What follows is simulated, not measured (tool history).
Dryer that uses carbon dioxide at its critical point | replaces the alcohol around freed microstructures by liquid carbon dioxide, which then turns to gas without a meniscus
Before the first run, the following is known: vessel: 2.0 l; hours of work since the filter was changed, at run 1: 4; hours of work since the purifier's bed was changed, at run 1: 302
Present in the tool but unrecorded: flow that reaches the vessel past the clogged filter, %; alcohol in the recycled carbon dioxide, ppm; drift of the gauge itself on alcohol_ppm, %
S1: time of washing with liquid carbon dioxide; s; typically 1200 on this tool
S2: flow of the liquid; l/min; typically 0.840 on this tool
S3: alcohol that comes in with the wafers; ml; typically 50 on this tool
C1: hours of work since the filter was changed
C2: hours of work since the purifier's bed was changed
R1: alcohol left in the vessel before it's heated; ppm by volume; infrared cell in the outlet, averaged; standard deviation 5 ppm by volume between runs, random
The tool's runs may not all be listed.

{"run": 1, "hour": 0.0, "S1": 1200, "S2": 0.84, "S3": 50, "C1": 4, "C2": 302, "R1": 51}
{"run": 2, "hour": 32.1, "S1": 1200, "S2": 0.652, "S3": 50, "C1": 26, "C2": 323, "R1": 103}
{"run": 3, "hour": 62.7, "S1": 1200, "S2": 0.652, "S3": 50, "C1": 46, "C2": 344, "R1": 115}
{"run": 4, "hour": 93.1, "S1": 1200, "S2": 0.652, "S3": 50, "C1": 66, "C2": 364, "R1": 97}
{"run": 5, "hour": 128.9, "S1": 1200, "S2": 0.652, "S3": 50, "C1": 90, "C2": 388, "R1": 109}
{"run": 6, "hour": 160.1, "S1": 1200, "S2": 0.652, "S3": 50, "C1": 111, "C2": 408, "R1": 107}
{"run": 7, "hour": 177.3, "S1": 1200, "S2": 0.652, "S3": 50, "C1": 122, "C2": 420, "R1": 121}
{"run": 8, "hour": 198.5, "S1": 1200, "S2": 0.652, "S3": 50, "C1": 136, "C2": 434, "R1": 118}
{"run": 9, "hour": 229.7, "S1": 1200, "S2": 0.652, "S3": 50, "C1": 157, "C2": 455, "R1": 116}
{"run": 10, "hour": 261.4, "S1": 1200, "S2": 0.84, "S3": 107, "C1": 178, "C2": 476, "R1": 80}
{"run": 11, "hour": 285.8, "S1": 1200, "S2": 0.84, "S3": 50, "C1": 194, "C2": 492, "R1": 58}
{"run": 12, "hour": 313.7, "S1": 1200, "S2": 0.84, "S3": 50, "C1": 213, "C2": 510, "R1": 56}
{"run": 13, "hour": 338.9, "S1": 1200, "S2": 0.699, "S3": 50, "C1": 230, "C2": 527, "R1": 108}
{"run": 14, "hour": 366.6, "S1": 1200, "S2": 0.533, "S3": 50, "C1": 248, "C2": 546, "R1": 291}
{"run": 15, "hour": 397.3, "S1": 1200, "S2": 0.533, "S3": 50, "C1": 269, "C2": 566, "R1": 288}
{"run": 16, "hour": 432.5, "S1": 1200, "S2": 0.533, "S3": 50, "C1": 292, "C2": 589, "R1": 307}
{"run": 17, "hour": 451.0, "S1": 1200, "S2": 0.533, "S3": 50, "C1": 304, "C2": 602, "R1": 318}
{"run": 18, "hour": 477.9, "S1": 1200, "S2": 0.533, "S3": 50, "C1": 322, "C2": 620, "R1": 315}
{"run": 19, "hour": 501.1, "S1": 1200, "S2": 0.533, "S3": 50, "C1": 338, "C2": 635, "R1": 322}
{"run": 20, "hour": 520.7, "S1": 1200, "S2": 0.533, "S3": 50, "C1": 351, "C2": 648, "R1": 321}
{"run": 21, "hour": 552.6, "S1": 1200, "S2": 0.533, "S3": 50, "C1": 372, "C2": 669, "R1": 317}
{"run": 22, "hour": 575.2, "S1": 1200, "S2": 0.84, "S3": 50, "C1": 387, "C2": 684, "R1": 84}
{"run": 23, "hour": 602.9, "S1": 1200, "S2": 0.74, "S3": 50, "C1": 405, "C2": 703, "R1": 112}
{"run": 24, "hour": 633.3, "S1": 1200, "S2": 0.74, "S3": 50, "C1": 425, "C2": 723, "R1": 120}
{"run": 25, "hour": 660.3, "S1": 1320, "S2": 1.145, "S3": 69, "C1": 443, "C2": 741, "R1": 66}
{"run": 26, "hour": 685.8, "S1": 780, "S2": 1.145, "S3": 69, "C1": 460, "C2": 758, "R1": 148}
{"hour": 702.8, "done": "purifier's bed changed"}
{"run": 27, "hour": 704.6, "S1": 780, "S2": 1.145, "S3": 69, "C1": 471, "C2": 1, "R1": 83}
{"run": 28, "hour": 721.0, "S1": 780, "S2": 1.145, "S3": 69, "C1": 482, "C2": 12, "R1": 88}
{"run": 29, "hour": 746.9, "S1": 1500, "S2": 1.198, "S3": 109, "C1": 499, "C2": 29, "R1": 12}
{"run": 30, "hour": 769.1, "S1": 1020, "S2": 1.198, "S3": 54, "C1": 514, "C2": 44, "R1": 17}
{"hour": 783.2, "done": "inlet filter changed"}
{"run": 31, "hour": 792.2, "S1": 1020, "S2": 1.198, "S3": 54, "C1": 6, "C2": 59, "R1": 8}
{"run": 32, "hour": 817.2, "S1": 960, "S2": 0.572, "S3": 86, "C1": 23, "C2": 75, "R1": 681}
{"run": 33, "hour": 853.4, "S1": 1620, "S2": 1.086, "S3": 104, "C1": 47, "C2": 99, "R1": 12}
{"run": 34, "hour": 876.6, "S1": 1620, "S2": 1.423, "S3": 104, "C1": 62, "C2": 115, "R1": 15}
{"run": 35, "hour": 900.7, "S1": 1200, "S2": 0.611, "S3": 39, "C1": 78, "C2": 131, "R1": 102}
{"run": 36, "hour": 928.1, "S1": 840, "S2": 0.622, "S3": 61, "C1": 96, "C2": 149, "R1": 628}
{"run": 37, "hour": 961.6, "S1": 840, "S2": 0.622, "S3": 61, "C1": 119, "C2": 171, "R1": 637}
{"run": 38, "hour": 998.2, "S1": 780, "S2": 0.84, "S3": 106, "C1": 143, "C2": 196, "R1": 443}
{"run": 39, "hour": 1023.5, "S1": 1020, "S2": 0.84, "S3": 23, "C1": 160, "C2": 212, "R1": 39}
{"run": 40, "hour": 1053.3, "S1": 1440, "S2": 0.864, "S3": 29, "C1": 180, "C2": 232, "R1": 26}
{"run": 41, "hour": 1078.0, "S1": 1440, "S2": 0.84, "S3": 44, "C1": 196, "C2": 249, "R1": 23}
{"run": 42, "hour": 1110.9, "S1": 1440, "S2": 0.84, "S3": 44, "C1": 218, "C2": 271, "R1": 36}
{"run": 43, "hour": 1147.0, "S1": 1140, "S2": 1.398, "S3": 44, "C1": 242, "C2": 295, "R1": 31}
{"run": 44, "hour": 1178.2, "S1": 1680, "S2": 0.617, "S3": 47, "C1": 263, "C2": 315, "R1": 46}
{"run": 45, "hour": 1193.4, "S1": 1140, "S2": 1.121, "S3": 99, "C1": 273, "C2": 325, "R1": 40}
{"run": 46, "hour": 1218.7, "S1": 1200, "S2": 0.84, "S3": 24, "C1": 289, "C2": 342, "R1": 45}

Each row is a separate what-if for the run after 46, all from the same tool condition, not one after another. Results?
{"run": "A", "hour": 1252.9, "S1": 1200, "S2": 0.84, "S3": 90, "C1": 312, "C2": 365, "R1": "?"}
{"run": "B", "hour": 1252.9, "S1": 1200, "S2": 0.84, "S3": 38, "C1": 312, "C2": 365, "R1": "?"}
{"run": "C", "hour": 1252.9, "S1": 1680, "S2": 0.851, "S3": 39, "C1": 312, "C2": 365, "R1": "?"}
{"run": "D", "hour": 1252.9, "S1": 1200, "S2": 0.84, "S3": 39, "C1": 312, "C2": 365, "R1": "?"}

run=A R1=61
run=B R1=63
run=C R1=36
run=D R1=48
With the hidden condition removed and each run's random variation left untouched, the same runs would have given:
run=A R1=19
run=B R1=27
run=C R1=4
run=D R1=12
